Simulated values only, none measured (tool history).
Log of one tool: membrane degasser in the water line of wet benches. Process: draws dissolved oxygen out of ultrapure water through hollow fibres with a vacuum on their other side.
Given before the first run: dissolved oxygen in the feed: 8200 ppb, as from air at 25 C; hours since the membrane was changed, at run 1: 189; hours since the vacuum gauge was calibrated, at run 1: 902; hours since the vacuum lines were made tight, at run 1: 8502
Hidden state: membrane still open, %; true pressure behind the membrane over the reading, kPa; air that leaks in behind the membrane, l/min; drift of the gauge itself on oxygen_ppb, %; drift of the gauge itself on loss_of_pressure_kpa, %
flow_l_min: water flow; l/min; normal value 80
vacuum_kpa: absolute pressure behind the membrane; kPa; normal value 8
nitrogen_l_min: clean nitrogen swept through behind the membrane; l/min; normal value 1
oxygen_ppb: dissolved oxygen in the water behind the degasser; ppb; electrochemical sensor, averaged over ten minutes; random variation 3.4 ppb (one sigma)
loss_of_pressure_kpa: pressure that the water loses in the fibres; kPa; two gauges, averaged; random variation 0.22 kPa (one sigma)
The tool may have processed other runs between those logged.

| run | hour | flow_l_min | vacuum_kpa | nitrogen_l_min | hours since the membrane was changed | hours since the vacuum gauge was calibrated | hours since the vacuum lines were made tight | oxygen_ppb | loss_of_pressure_kpa |
|---|---|---|---|---|---|---|---|---|---|
| 1 | 0 | 80 | 8 | 1 | 189 | 902 | 8502 | 607.9 | 55.69 |
| 2 | 40.1 | 80 | 8 | 1 | 229 | 942 | 8542 | 620.8 | 55.11 |
| 3 | 67 | 80 | 14.1 | 1 | 256 | 969 | 8569 | 1291.4 | 55.46 |
| 4 | 112.8 | 80 | 8 | 1.54 | 302 | 1015 | 8615 | 455.1 | 55.17 |
| 5 | 156.5 | 80 | 8 | 1 | 345 | 1059 | 8659 | 609.8 | 55.59 |
| 6 | 185.6 | 80 | 8 | 1 | 374 | 1088 | 8688 | 616.8 | 55.45 |
| 7 | 231.9 | 80 | 6.59 | 1 | 421 | 1134 | 8734 | 440.7 | 55.62 |
| 8 | 262 | 80 | 6.59 | 1.82 | 451 | 1164 | 8764 | 292.8 | 55 |
| 9 | 282.9 | 80 | 6.59 | 1.82 | 472 | 1185 | 8785 | 291.7 | 55.4 |
| 10 | 311.5 | 80 | 6.59 | 1.82 | 500 | 1214 | 8814 | 287.7 | 55.59 |
| 11 | 343.7 | 80 | 6.59 | 1.82 | 532 | 1246 | 8846 | 292.1 | 55.06 |
| 12 | 378.6 | 80 | 6.59 | 1.86 | 567 | 1281 | 8881 | 282.9 | 55.76 |
| 13 | 418.6 | 80 | 8 | 1 | 607 | 1321 | 8921 | 618.2 | 55.64 |
| 14 | 461.6 | 80 | 8 | 1 | 650 | 1364 | 8964 | 613.6 | 55.56 |
| 15 | 504.3 | 80 | 8 | 0.9 | 693 | 1407 | 9007 | 655.3 | 55.79 |
| 16 | 550.2 | 60 | 13.4 | 0.62 | 739 | 1452 | 9053 | 1362.8 | 41.76 |
| 17 | 587.6 | 60 | 10.05 | 0.68 | 776 | 1490 | 9090 | 901.5 | 41.8 |
| 18 | 630.8 | 60 | 14.15 | 2.62 | 819 | 1533 | 9133 | 519.8 | 41.86 |
| 19 | 673.3 | 108 | 17.45 | 1.57 | 862 | 1576 | 9176 | 1510.1 | 75.95 |
| 20 | 718.3 | 108 | 17.45 | 1.57 | 907 | 1621 | 9221 | 1513.2 | 75.31 |
| 21 | 763.3 | 108 | 17.45 | 1.57 | 952 | 1665 | 9266 | 1495.3 | 75.67 |
| 22 | 790.9 | 122 | 13.28 | 0.44 | 980 | 1693 | 9293 | 2270.6 | 85.64 |
| 23 | 835.8 | 122 | 13.28 | 0.44 | 1025 | 1738 | 9338 | 2253.5 | 85.97 |
| 24 | 861.6 | 80 | 9.59 | 1 | 1050 | 1764 | 9364 | 804.7 | 55.98 |
| 25 | 898.4 | 80 | 9.59 | 1 | 1087 | 1801 | 9401 | 807.8 | 55.84 |
| 26 | 931.9 | 80 | 9.59 | 1 | 1121 | 1834 | 9434 | 805.5 | 56.31 |
| 27 | 962.4 | 80 | 9.59 | 1 | 1151 | 1865 | 9465 | 799.8 | 56.27 |
| 28 | 1008.2 | 87 | 5.96 | 1.59 | 1197 | 1910 | 9510 | 285.5 | 61.22 |

A few steps of loss_of_pressure_kpa between consecutive runs. Split each: what settings, incoming material and random variation would produce without the hidden state, and what is left over for the hidden state, along with gauge scatter present in only one of the two compared results (measured, and without hidden state):
Run 18 -> 19: flow_l_min 60 -> 108, vacuum_kpa 14.15 -> 17.45, nitrogen_l_min 2.62 -> 1.57. loss_of_pressure_kpa +34.09 kPa: hidden state +0.44, all else +33.65.
Run 23 -> 24: flow_l_min 122 -> 80, vacuum_kpa 13.28 -> 9.59, nitrogen_l_min 0.44 -> 1. loss_of_pressure_kpa -29.99 kPa: hidden state -0.43, all else -29.56.
